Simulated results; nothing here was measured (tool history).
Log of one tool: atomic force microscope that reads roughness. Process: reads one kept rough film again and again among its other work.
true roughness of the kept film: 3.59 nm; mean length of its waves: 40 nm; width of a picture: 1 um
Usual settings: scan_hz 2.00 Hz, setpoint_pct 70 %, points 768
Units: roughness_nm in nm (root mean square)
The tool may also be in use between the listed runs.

run  hour  scan_hz  setpoint_pct  points  roughness_nm
  1   0.0     2.00            70     768         2.914
  2   8.2     2.00            70     768         2.882
  3  19.2     2.00            72     768         2.807
  4  26.8     2.00            72     768         2.777
  5  33.4     1.17            72     768         2.813
  6  42.7     1.17            72     768         2.770
  7  49.5     1.17            72     932         2.754
  8  56.2     2.00            74     768         2.583

Forecast run 9:
     58.2  -- new tip fitted
  9  65.2     2.00            70     768             ?

Run 9 gave roughness_nm 3.014 nm (root mean square).
Without the tool's hidden state the same run would have given roughness_nm 3.072 nm (root mean square).

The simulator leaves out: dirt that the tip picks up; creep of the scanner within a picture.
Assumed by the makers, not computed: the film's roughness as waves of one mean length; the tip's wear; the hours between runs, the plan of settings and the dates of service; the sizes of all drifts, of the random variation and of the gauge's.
